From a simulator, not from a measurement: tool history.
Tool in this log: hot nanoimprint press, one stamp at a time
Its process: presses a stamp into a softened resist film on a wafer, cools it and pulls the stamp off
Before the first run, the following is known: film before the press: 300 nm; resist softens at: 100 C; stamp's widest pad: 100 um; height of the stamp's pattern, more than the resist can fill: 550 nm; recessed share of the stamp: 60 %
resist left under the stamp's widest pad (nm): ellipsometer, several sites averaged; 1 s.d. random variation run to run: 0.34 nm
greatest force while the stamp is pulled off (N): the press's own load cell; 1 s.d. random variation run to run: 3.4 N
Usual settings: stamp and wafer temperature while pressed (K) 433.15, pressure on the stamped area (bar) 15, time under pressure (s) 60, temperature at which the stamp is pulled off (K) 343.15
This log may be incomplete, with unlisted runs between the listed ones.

run    hour  stamp and wafer temperature while pressed (K)  pressure on the stamped area (bar)  time under pressure (s)  temperature at which the stamp is pulled off (K)  resist left under the stamp's widest pad (nm)  greatest force while the stamp is pulled off (N)
  1       0                                         433.15                                  15                       60                                            343.15                                          136.5                                               195
       15.8  -- stamp cleaned and given a new release coat
       23.8  -- press's hydraulic seals changed and the load cell set to zero
  2    65.1                                         433.15                                  15                       60                                            343.15                                          131.1                                               173
  3   120.9                                         433.15                                  15                       60                                            343.15                                          131.8                                               178
  4   159.4                                         433.15                                  15                       60                                            343.15                                          132.2                                               175
      170.7  -- plate thermocouple calibrated
  5   225.2                                         433.15                                  15                       60                                            343.15                                          130.9                                               191
      252.2  -- stamp cleaned and given a new release coat
      270.5  -- plate thermocouple calibrated, once more
  6   284.3                                         433.15                                  15                       60                                            343.15                                          137.6                                               165
  7   316.6                                         433.15                                  15                       60                                            343.15                                            137                                               175
  8   357.2                                         433.15                                  15                       60                                            343.15                                          137.2                                               179
  9   393.7                                         433.15                                  15                       60                                            343.15                                          137.1                                               186
 10   434.6                                         433.15                                  15                       60                                            343.15                                            137                                               194
      481.2  -- stamp cleaned and given a new release coat
 11   497.3                                         433.15                                  15                       60                                            343.15                                          136.9                                               163
 12   536.5                                         433.15                                  15                       60                                            343.15                                            137                                               172
 13   586.2                                         433.15                                  15                       60                                            343.15                                          137.6                                               186
 14   617.7                                         433.15                                  15                       60                                            343.15                                          137.2                                               181
 15   672.2                                         433.15                                15.2                       60                                            343.15                                            137                                               187
      704.1  -- stamp cleaned and given a new release coat
 16   742.1                                         432.15                                12.6                       60                                            332.15                                          155.7                                               185
 17   795.4                                         433.15                                16.6                       57                                            333.15                                          132.2                                               192
 18   836.9                                         433.15                                15.9                       57                                            345.15                                          135.3                                               183
 19   891.2                                         433.15                                15.9                       57                                            345.15                                          135.2                                               192
        929  -- stamp cleaned and given a new release coat
 20   943.6                                         433.15                                12.5                       34                                            335.15                                          178.3                                               176
 21  1005.8                                         429.15                                18.1                       60                                            343.15                                          142.3                                               175
 22  1066.9                                         433.15                                  15                       60                                            351.15                                            137                                               176
 23    1096                                         433.15                                  15                       66                                            343.15                                          132.7                                               187
 24  1130.8                                         429.15                                22.7                       66                                            343.15                                          122.8                                               194
       1143  -- plate thermocouple calibrated
       1151  -- press's hydraulic seals changed and the load cell set to zero
     1164.5  -- stamp cleaned and given a new release coat
 25    1213                                         443.15                                  15                       60                                            345.15                                           97.4                                               165
 26    1246                                         440.15                                  15                       93                                            343.15                                           91.6                                               171
 27  1295.1                                         421.15                                13.7                       64                                            343.15                                          203.1                                               188
 28  1321.5                                         428.15                                  18                       34                                            343.15                                          172.3                                               191
 29  1358.4                                         441.15                                21.2                      111                                            343.15                                           67.6                                               201

Measured less the same run without the tool's hidden state. The same run-to-run variation is in both; the gauge's scatter may not be:
What the log doesn't record here: true temperature over the reading, C; pressure that arrives at the usual setting, %; grip of the stamp's worn release coat, % over a new coat's; drift of the gauge itself on residual_nm, %; drift of the gauge itself on pull_off_n, %.
run  resist left under the stamp's widest pad (nm)  greatest force while the stamp is pulled off (N)
  1                                           +1.3                                               +34
  2                                           -3.5                                                +6
  3                                           -3.5                                               +15
  4                                           -3.6                                               +21
  5                                           -4.8                                               +32
  6                                           +2.1                                                +5
  7                                             +2                                               +10
  8                                             +2                                               +18
  9                                             +2                                               +24
 10                                             +2                                               +31
 11                                           +1.9                                                +3
 12                                           +1.9                                                +9
 13                                           +1.8                                               +18
 14                                           +1.8                                               +23
 15                                           +1.9                                               +30
 16                                           +1.4                                                +7
 17                                           +2.1                                               +16
 18                                             +2                                               +22
 19                                           +1.9                                               +31
 20                                           +1.1                                                +2
 21                                           +2.5                                               +12
 22                                           +1.7                                               +21
 23                                           +1.5                                               +27
 24                                           +3.6                                               +33
 25                                           -0.2                                                +8
 26                                           -0.1                                               +13
 27                                           -0.6                                               +22
 28                                           -0.3                                               +26
 29                                           +0.1                                               +33
